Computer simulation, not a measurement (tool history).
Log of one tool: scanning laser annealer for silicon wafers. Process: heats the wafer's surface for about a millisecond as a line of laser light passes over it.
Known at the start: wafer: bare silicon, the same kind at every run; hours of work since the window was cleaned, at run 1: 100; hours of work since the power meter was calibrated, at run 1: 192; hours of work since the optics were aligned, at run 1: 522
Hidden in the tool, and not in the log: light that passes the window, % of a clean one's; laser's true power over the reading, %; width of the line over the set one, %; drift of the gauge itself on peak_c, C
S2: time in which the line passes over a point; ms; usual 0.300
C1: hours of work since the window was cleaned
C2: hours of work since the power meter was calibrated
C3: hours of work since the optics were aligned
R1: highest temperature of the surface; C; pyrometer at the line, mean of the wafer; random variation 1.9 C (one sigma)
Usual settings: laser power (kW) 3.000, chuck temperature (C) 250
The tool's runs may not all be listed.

run 1 hour=0.0 | laser_power_(kW)=3.000 S2=0.300 chuck_temperature_(C)=250 | C1=100 C2=192 C3=522 | R1=1075
run 2 hour=7.8 | laser_power_(kW)=3.000 S2=0.300 chuck_temperature_(C)=250 | C1=103 C2=195 C3=526 | R1=1069
run 3 hour=21.2 | laser_power_(kW)=3.000 S2=0.300 chuck_temperature_(C)=250 | C1=109 C2=201 C3=531 | R1=1070
run 4 hour=35.7 | laser_power_(kW)=2.948 S2=0.300 chuck_temperature_(C)=250 | C1=116 C2=207 C3=538 | R1=1050
run 5 hour=43.5 | laser_power_(kW)=3.000 S2=0.300 chuck_temperature_(C)=261 | C1=119 C2=211 C3=541 | R1=1081
run 6 hour=57.4 | laser_power_(kW)=3.000 S2=0.300 chuck_temperature_(C)=261 | C1=125 C2=217 C3=547 | R1=1079
run 7 hour=71.8 | laser_power_(kW)=3.000 S2=0.300 chuck_temperature_(C)=250 | C1=131 C2=223 C3=554 | R1=1073
run 8 hour=88.5 | laser_power_(kW)=3.000 S2=0.352 chuck_temperature_(C)=250 | C1=139 C2=230 C3=561 | R1=1140
run 9 hour=96.1 | laser_power_(kW)=3.000 S2=0.300 chuck_temperature_(C)=250 | C1=142 C2=234 C3=564 | R1=1071
run 10 hour=108.4 | laser_power_(kW)=3.000 S2=0.300 chuck_temperature_(C)=250 | C1=147 C2=239 C3=569 | R1=1072
run 11 hour=115.9 | laser_power_(kW)=3.000 S2=0.340 chuck_temperature_(C)=250 | C1=151 C2=242 C3=573 | R1=1122
run 12 hour=133.8 | laser_power_(kW)=3.000 S2=0.340 chuck_temperature_(C)=250 | C1=158 C2=250 C3=581 | R1=1126
run 13 hour=144.7 | laser_power_(kW)=2.704 S2=0.300 chuck_temperature_(C)=250 | C1=163 C2=255 C3=585 | R1=962
run 14 hour=157.6 | laser_power_(kW)=3.000 S2=0.300 chuck_temperature_(C)=250 | C1=169 C2=260 C3=591 | R1=1068
run 15 hour=169.2 | laser_power_(kW)=3.000 S2=0.348 chuck_temperature_(C)=250 | C1=174 C2=265 C3=596 | R1=1131
run 16 hour=176.5 | laser_power_(kW)=3.000 S2=0.300 chuck_temperature_(C)=250 | C1=177 C2=269 C3=599 | R1=1068
-- hour=180.0 window over the wafer cleaned
run 17 hour=193.9 | laser_power_(kW)=3.000 S2=0.300 chuck_temperature_(C)=250 | C1=6 C2=275 C3=606 | R1=1067
run 18 hour=203.7 | laser_power_(kW)=3.000 S2=0.300 chuck_temperature_(C)=250 | C1=10 C2=280 C3=610 | R1=1067
-- hour=214.4 window over the wafer cleaned, once more
run 19 hour=222.7 | laser_power_(kW)=3.000 S2=0.300 chuck_temperature_(C)=250 | C1=4 C2=287 C3=618 | R1=1070
run 20 hour=239.1 | laser_power_(kW)=3.000 S2=0.300 chuck_temperature_(C)=250 | C1=11 C2=294 C3=625 | R1=1072
run 21 hour=256.5 | laser_power_(kW)=3.000 S2=0.300 chuck_temperature_(C)=250 | C1=18 C2=302 C3=632 | R1=1076
run 22 hour=264.3 | laser_power_(kW)=3.000 S2=0.300 chuck_temperature_(C)=242 | C1=22 C2=305 C3=636 | R1=1065
run 23 hour=277.3 | laser_power_(kW)=2.652 S2=0.277 chuck_temperature_(C)=247 | C1=27 C2=311 C3=641 | R1=916
run 24 hour=294.5 | laser_power_(kW)=3.000 S2=0.300 chuck_temperature_(C)=238 | C1=35 C2=318 C3=649 | R1=1059
run 25 hour=312.4 | laser_power_(kW)=3.000 S2=0.255 chuck_temperature_(C)=238 | C1=43 C2=326 C3=657 | R1=993
run 26 hour=324.0 | laser_power_(kW)=3.000 S2=0.255 chuck_temperature_(C)=238 | C1=48 C2=331 C3=662 | R1=993
run 27 hour=335.2 | laser_power_(kW)=3.298 S2=0.300 chuck_temperature_(C)=275 | C1=53 C2=336 C3=667 | R1=1206
run 28 hour=352.0 | laser_power_(kW)=3.298 S2=0.319 chuck_temperature_(C)=275 | C1=60 C2=343 C3=674 | R1=1231
run 29 hour=368.5 | laser_power_(kW)=3.298 S2=0.319 chuck_temperature_(C)=275 | C1=67 C2=351 C3=681 | R1=1233
run 30 hour=384.4 | laser_power_(kW)=2.994 S2=0.319 chuck_temperature_(C)=287 | C1=74 C2=358 C3=688 | R1=1130
run 31 hour=400.5 | laser_power_(kW)=2.631 S2=0.319 chuck_temperature_(C)=257 | C1=81 C2=365 C3=695 | R1=968
run 32 hour=408.1 | laser_power_(kW)=2.631 S2=0.265 chuck_temperature_(C)=244 | C1=85 C2=368 C3=698 | R1=894
run 33 hour=416.3 | laser_power_(kW)=2.810 S2=0.300 chuck_temperature_(C)=231 | C1=88 C2=371 C3=702 | R1=984
run 34 hour=429.7 | laser_power_(kW)=3.180 S2=0.315 chuck_temperature_(C)=216 | C1=94 C2=377 C3=708 | R1=1123
run 35 hour=446.2 | laser_power_(kW)=2.829 S2=0.308 chuck_temperature_(C)=212 | C1=101 C2=384 C3=715 | R1=976
run 36 hour=457.3 | laser_power_(kW)=2.829 S2=0.308 chuck_temperature_(C)=212 | C1=106 C2=389 C3=720 | R1=979
run 37 hour=469.2 | laser_power_(kW)=2.829 S2=0.297 chuck_temperature_(C)=221 | C1=111 C2=395 C3=725 | R1=976
run 38 hour=478.2 | laser_power_(kW)=2.829 S2=0.297 chuck_temperature_(C)=221 | C1=115 C2=398 C3=729 | R1=970
run 39 hour=494.9 | laser_power_(kW)=2.829 S2=0.297 chuck_temperature_(C)=221 | C1=122 C2=406 C3=736 | R1=973
run 40 hour=504.6 | laser_power_(kW)=2.639 S2=0.288 chuck_temperature_(C)=285 | C1=127 C2=410 C3=740 | R1=961
run 41 hour=518.9 | laser_power_(kW)=2.639 S2=0.288 chuck_temperature_(C)=285 | C1=133 C2=416 C3=747 | R1=961
run 42 hour=531.4 | laser_power_(kW)=2.639 S2=0.288 chuck_temperature_(C)=285 | C1=138 C2=422 C3=752 | R1=961

3 ways to go on from here, each from the tool as it stands after run 42. What would each give?
run A hour=543.3 | laser_power_(kW)=2.985 S2=0.368 chuck_temperature_(C)=238 | C1=143 C2=427 C3=757 | R1=?
run B hour=543.3 | laser_power_(kW)=2.639 S2=0.238 chuck_temperature_(C)=285 | C1=143 C2=427 C3=757 | R1=?
run C hour=543.3 | laser_power_(kW)=2.550 S2=0.257 chuck_temperature_(C)=219 | C1=143 C2=427 C3=757 | R1=?

run=A R1=1137
run=B R1=893
run=C R1=827
Without the tool's hidden state the same runs would have given:
run=A R1=1160
run=B R1=909
run=C R1=843
